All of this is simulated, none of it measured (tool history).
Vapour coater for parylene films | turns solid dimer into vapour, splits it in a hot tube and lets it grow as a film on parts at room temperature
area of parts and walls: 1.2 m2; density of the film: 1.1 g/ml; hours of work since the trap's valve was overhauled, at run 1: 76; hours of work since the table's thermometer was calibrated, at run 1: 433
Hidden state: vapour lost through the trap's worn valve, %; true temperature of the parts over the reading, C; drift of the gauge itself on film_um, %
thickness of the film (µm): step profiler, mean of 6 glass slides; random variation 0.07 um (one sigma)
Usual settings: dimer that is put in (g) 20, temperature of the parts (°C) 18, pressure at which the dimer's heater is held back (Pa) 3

run	hour	dimer that is put in (g)	temperature of the parts (°C)	pressure at which the dimer's heater is held back (Pa)	hours of work since the trap's valve was overhauled	hours of work since the table's thermometer was calibrated	thickness of the film (µm)
1	0	20	18	3	76	433	8.16
2	43.3	20	18	3	102	458	8.21
3	97.3	20	18	3	134	490	8.09
4	148.8	20	18	3	164	521	8
5	185.1	20	18	3	186	542	8.08
6	232.7	20	17	3	214	570	8.31
7	276.5	20	18	3	240	596	7.93
8	312.3	20	18	3	261	618	7.91
9	346.1	20	18	3	281	638	7.8
10	376.3	20	10	3	299	655	9.9
11	402.9	20	10	3	315	671	10.22
12	444.9	20	18	3	339	696	7.69
13	506.7	20	18	3	376	733	7.79
14	568.7	20	18	3	413	769	7.67
15	606.1	20	18	3	435	792	7.61
16	648	20	18	3	460	816	7.52
17	710.9	20	18	3	497	854	7.51
18	743.7	20	25	3	516	873	5.95
19	781.5	20	18	3	539	895	7.39
20	840.5	20	18	3	574	930	7.36
# hour 888.2: trap's valve overhauled
21	888.2	20	18	3	0	956	6.77
22	924.2	20	18	3	21	977	6.77
23	974.2	20	18	3	51	1007	6.67
24	1008.3	20	18	10.88	71	1027	5.36
25	1068.6	30	16	10.61	107	1063	8.44
# hour 1094.5: trap's valve overhauled, once more
26	1110.9	33	15	2.7	10	1086	15.47
27	1152.4	12	11	7.09	34	1110	5.41
28	1206.6	12	11	5.79	66	1142	5.71
29	1250	12	11	5.79	92	1168	5.65
30	1302.8	12	19	3.77	123	1199	4.66
31	1338.9	20	19	2.69	145	1221	8.25
32	1377.7	18	20	9.72	168	1244	5.66
33	1434.6	8	25	3	201	1277	2.61
34	1477.5	8	25	3	227	1303	2.6
35	1540.1	20	14	3	264	1340	9.27
36	1573.8	20	16	4.33	284	1360	7.99
37	1629.7	12	28	6.09	317	1393	3.14
38	1657	28	14	3.62	333	1409	12.22
39	1684.1	13	22	3	349	1425	4.59

The next listed run, before its measurement:
40	1745.1	20	15	3	385	1461	?

Run 40 gave thickness of the film (µm) 8.57.
Without the tool's hidden state the same run would have given thickness of the film (µm) 9.1.
